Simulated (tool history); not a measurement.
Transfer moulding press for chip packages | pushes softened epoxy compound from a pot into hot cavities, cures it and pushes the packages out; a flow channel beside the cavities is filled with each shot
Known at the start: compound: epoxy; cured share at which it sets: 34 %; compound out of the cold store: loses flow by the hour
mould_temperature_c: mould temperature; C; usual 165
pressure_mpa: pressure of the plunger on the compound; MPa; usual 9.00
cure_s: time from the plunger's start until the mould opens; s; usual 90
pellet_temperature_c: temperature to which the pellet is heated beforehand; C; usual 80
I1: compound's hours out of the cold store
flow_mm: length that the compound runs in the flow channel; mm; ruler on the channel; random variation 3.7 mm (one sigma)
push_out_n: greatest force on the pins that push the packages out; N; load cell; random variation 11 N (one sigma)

{"run": 1, "hour": 0.0, "mould_temperature_c": 165, "pressure_mpa": 9.0, "cure_s": 90, "pellet_temperature_c": 80, "I1": 44.1, "flow_mm": 818, "push_out_n": 502}
{"run": 2, "hour": 31.3, "mould_temperature_c": 165, "pressure_mpa": 9.0, "cure_s": 90, "pellet_temperature_c": 79, "I1": 39.9, "flow_mm": 822, "push_out_n": 521}
{"hour": 58.1, "done": "cavities cleaned with cleaning compound and waxed"}
{"run": 3, "hour": 64.3, "mould_temperature_c": 165, "pressure_mpa": 9.0, "cure_s": 90, "pellet_temperature_c": 79, "I1": 46.4, "flow_mm": 811, "push_out_n": 470}
{"hour": 113.7, "done": "cavities cleaned with cleaning compound and waxed"}
{"run": 4, "hour": 126.3, "mould_temperature_c": 165, "pressure_mpa": 9.0, "cure_s": 90, "pellet_temperature_c": 79, "I1": 11.0, "flow_mm": 890, "push_out_n": 530}
{"run": 5, "hour": 152.4, "mould_temperature_c": 165, "pressure_mpa": 9.0, "cure_s": 90, "pellet_temperature_c": 89, "I1": 10.7, "flow_mm": 895, "push_out_n": 534}
{"hour": 169.7, "done": "cavities cleaned with cleaning compound and waxed"}
{"run": 6, "hour": 216.5, "mould_temperature_c": 165, "pressure_mpa": 9.0, "cure_s": 90, "pellet_temperature_c": 89, "I1": 19.5, "flow_mm": 869, "push_out_n": 519}
{"hour": 226.4, "done": "cavities cleaned with cleaning compound and waxed"}
{"hour": 251.5, "done": "plunger's sealing rings changed"}
{"run": 7, "hour": 263.8, "mould_temperature_c": 157, "pressure_mpa": 9.0, "cure_s": 90, "pellet_temperature_c": 80, "I1": 37.0, "flow_mm": 867, "push_out_n": 996}
{"hour": 284.8, "done": "cavities cleaned with cleaning compound and waxed"}
{"run": 8, "hour": 319.6, "mould_temperature_c": 165, "pressure_mpa": 9.0, "cure_s": 111, "pellet_temperature_c": 80, "I1": 16.9, "flow_mm": 880, "push_out_n": 398}
{"hour": 339.9, "done": "cavities cleaned with cleaning compound and waxed"}
{"run": 9, "hour": 375.2, "mould_temperature_c": 165, "pressure_mpa": 9.0, "cure_s": 111, "pellet_temperature_c": 80, "I1": 18.9, "flow_mm": 870, "push_out_n": 381}
{"hour": 395.6, "done": "cavities cleaned with cleaning compound and waxed"}
{"run": 10, "hour": 432.1, "mould_temperature_c": 165, "pressure_mpa": 9.0, "cure_s": 111, "pellet_temperature_c": 80, "I1": 28.2, "flow_mm": 850, "push_out_n": 397}
{"hour": 453.0, "done": "cavities cleaned with cleaning compound and waxed"}
{"run": 11, "hour": 495.5, "mould_temperature_c": 165, "pressure_mpa": 6.95, "cure_s": 90, "pellet_temperature_c": 80, "I1": 15.1, "flow_mm": 773, "push_out_n": 525}
{"hour": 507.6, "done": "cavities cleaned with cleaning compound and waxed"}
{"hour": 537.7, "done": "plunger's sealing rings changed"}
{"run": 12, "hour": 542.8, "mould_temperature_c": 165, "pressure_mpa": 6.95, "cure_s": 90, "pellet_temperature_c": 71, "I1": 47.0, "flow_mm": 720, "push_out_n": 508}
{"hour": 566.1, "done": "cavities cleaned with cleaning compound and waxed"}
{"run": 13, "hour": 574.7, "mould_temperature_c": 165, "pressure_mpa": 6.95, "cure_s": 90, "pellet_temperature_c": 71, "I1": 10.4, "flow_mm": 786, "push_out_n": 539}
{"hour": 622.5, "done": "cavities cleaned with cleaning compound and waxed"}
{"run": 14, "hour": 625.6, "mould_temperature_c": 165, "pressure_mpa": 6.95, "cure_s": 90, "pellet_temperature_c": 71, "I1": 38.6, "flow_mm": 733, "push_out_n": 510}
{"hour": 678.2, "done": "cavities cleaned with cleaning compound and waxed"}
{"run": 15, "hour": 683.4, "mould_temperature_c": 165, "pressure_mpa": 9.0, "cure_s": 78, "pellet_temperature_c": 80, "I1": 16.7, "flow_mm": 880, "push_out_n": 739}
{"hour": 732.4, "done": "cavities cleaned with cleaning compound and waxed"}
{"run": 16, "hour": 739.8, "mould_temperature_c": 172, "pressure_mpa": 9.53, "cure_s": 74, "pellet_temperature_c": 80, "I1": 36.8, "flow_mm": 837, "push_out_n": 447}
{"run": 17, "hour": 769.6, "mould_temperature_c": 165, "pressure_mpa": 9.0, "cure_s": 90, "pellet_temperature_c": 77, "I1": 34.9, "flow_mm": 835, "push_out_n": 518}
{"hour": 790.8, "done": "cavities cleaned with cleaning compound and waxed"}
{"run": 18, "hour": 808.0, "mould_temperature_c": 165, "pressure_mpa": 9.0, "cure_s": 90, "pellet_temperature_c": 77, "I1": 19.5, "flow_mm": 874, "push_out_n": 552}
{"hour": 824.9, "done": "plunger's sealing rings changed"}
{"hour": 849.2, "done": "cavities cleaned with cleaning compound and waxed"}
{"run": 19, "hour": 873.6, "mould_temperature_c": 158, "pressure_mpa": 9.0, "cure_s": 90, "pellet_temperature_c": 72, "I1": 41.3, "flow_mm": 851, "push_out_n": 917}
{"hour": 904.1, "done": "cavities cleaned with cleaning compound and waxed"}
{"run": 20, "hour": 915.9, "mould_temperature_c": 158, "pressure_mpa": 9.0, "cure_s": 90, "pellet_temperature_c": 72, "I1": 10.4, "flow_mm": 924, "push_out_n": 984}
{"run": 21, "hour": 945.1, "mould_temperature_c": 164, "pressure_mpa": 7.79, "cure_s": 90, "pellet_temperature_c": 72, "I1": 42.9, "flow_mm": 769, "push_out_n": 563}
{"hour": 958.9, "done": "cavities cleaned with cleaning compound and waxed"}
{"run": 22, "hour": 992.7, "mould_temperature_c": 164, "pressure_mpa": 7.79, "cure_s": 90, "pellet_temperature_c": 72, "I1": 13.8, "flow_mm": 818, "push_out_n": 594}
{"hour": 1013.1, "done": "cavities cleaned with cleaning compound and waxed"}
{"run": 23, "hour": 1019.5, "mould_temperature_c": 168, "pressure_mpa": 10.22, "cure_s": 108, "pellet_temperature_c": 85, "I1": 36.5, "flow_mm": 878, "push_out_n": 357}
{"hour": 1026.7, "done": "mould's thermocouples calibrated"}
{"hour": 1070.2, "done": "cavities cleaned with cleaning compound and waxed"}
{"run": 24, "hour": 1080.3, "mould_temperature_c": 168, "pressure_mpa": 10.22, "cure_s": 108, "pellet_temperature_c": 85, "I1": 44.9, "flow_mm": 857, "push_out_n": 375}
{"hour": 1115.3, "done": "plunger's sealing rings changed"}
{"hour": 1128.1, "done": "cavities cleaned with cleaning compound and waxed"}
{"run": 25, "hour": 1140.6, "mould_temperature_c": 168, "pressure_mpa": 7.96, "cure_s": 100, "pellet_temperature_c": 80, "I1": 35.5, "flow_mm": 773, "push_out_n": 393}
{"run": 26, "hour": 1166.5, "mould_temperature_c": 168, "pressure_mpa": 7.48, "cure_s": 88, "pellet_temperature_c": 80, "I1": 8.3, "flow_mm": 810, "push_out_n": 463}

5 ways to go on from here, each from the tool as it stands after run 26. What would each give?
{"hour": 1184.7, "done": "cavities cleaned with cleaning compound and waxed"}
{"run": "A", "hour": 1217.1, "mould_temperature_c": 168, "pressure_mpa": 7.14, "cure_s": 88, "pellet_temperature_c": 76, "I1": 24.0, "flow_mm": "?", "push_out_n": "?"}
{"hour": 1184.7, "done": "cavities cleaned with cleaning compound and waxed"}
{"run": "B", "hour": 1217.1, "mould_temperature_c": 171, "pressure_mpa": 7.48, "cure_s": 88, "pellet_temperature_c": 80, "I1": 32.7, "flow_mm": "?", "push_out_n": "?"}
{"hour": 1184.7, "done": "cavities cleaned with cleaning compound and waxed"}
{"run": "C", "hour": 1217.1, "mould_temperature_c": 171, "pressure_mpa": 9.0, "cure_s": 90, "pellet_temperature_c": 82, "I1": 33.2, "flow_mm": "?", "push_out_n": "?"}
{"hour": 1184.7, "done": "cavities cleaned with cleaning compound and waxed"}
{"run": "D", "hour": 1217.1, "mould_temperature_c": 168, "pressure_mpa": 10.59, "cure_s": 104, "pellet_temperature_c": 80, "I1": 19.0, "flow_mm": "?", "push_out_n": "?"}
{"hour": 1184.7, "done": "cavities cleaned with cleaning compound and waxed"}
{"run": "E", "hour": 1217.1, "mould_temperature_c": 165, "pressure_mpa": 9.0, "cure_s": 80, "pellet_temperature_c": 80, "I1": 16.8, "flow_mm": "?", "push_out_n": "?"}

run=A flow_mm=759 push_out_n=457
run=B flow_mm=747 push_out_n=384
run=C flow_mm=822 push_out_n=382
run=D flow_mm=936 push_out_n=384
run=E flow_mm=881 push_out_n=662
Without the tool's hidden state the same runs would have given:
run=A flow_mm=760 push_out_n=451
run=B flow_mm=747 push_out_n=379
run=C flow_mm=822 push_out_n=377
run=D flow_mm=936 push_out_n=379
run=E flow_mm=881 push_out_n=653
